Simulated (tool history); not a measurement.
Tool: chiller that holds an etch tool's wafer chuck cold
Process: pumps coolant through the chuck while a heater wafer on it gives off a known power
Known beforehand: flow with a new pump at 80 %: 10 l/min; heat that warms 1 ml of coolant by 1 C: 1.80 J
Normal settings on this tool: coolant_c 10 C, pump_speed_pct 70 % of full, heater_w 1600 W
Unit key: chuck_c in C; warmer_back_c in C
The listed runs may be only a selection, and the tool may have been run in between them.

run   hour  coolant_c  pump_speed_pct  heater_w  chuck_c  warmer_back_c
  1    0.0         10              70      1600     24.2           6.29
  2   33.9         10              70      1600     24.6           6.31
  3   61.5         10              70      1600     24.6           6.26
      70.3  -- coolant changed, channels flushed
  4   85.5          0              70      1600     12.5           6.37
  5  112.4          1              70      1600     13.7           6.35
  6  131.9          1              70      1600     13.5           6.34
  7  167.4         10              70      1600     22.8           6.35
  8  193.9         10              70      1600     22.7           6.33
  9  225.2         10              70      1600     22.6           6.36
 10  253.7         10              70      1639     22.9           6.47
 11  290.2         12              61      2001     30.2           9.18
 12  305.8         12              61       944     20.8           4.35
 13  340.9         20              92      2119     33.1           6.17
     345.1  -- chiller's thermometer calibrated
 14  375.3          3              94      1515     12.0           4.34
 15  394.0          3              70      1600     15.6           6.37
 16  417.3          3              70      1600     15.8           6.28
 17  434.9          3              70      1600     15.6           6.35
 18  465.2         14              93      1036     20.2           2.99
     499.8  -- chiller's thermometer calibrated, once more
 19  502.8         10              97      1600     19.4           4.43

What if the next run were any one of these 3? Each begins from the tool's condition after run 19:
  A  536.6         15              63      1600        ?              ?
  B  536.6         14              85       839        ?              ?
  C  536.6         10              71      1600        ?              ?

run  chuck_c  warmer_back_c
  A     29.1           7.10
  B     19.5           2.70
  C     22.8           6.23
With no hidden state in the tool, these same runs would have given:
run  chuck_c  warmer_back_c
  A     28.4           6.87
  B     19.2           2.61
  C     22.1           6.02
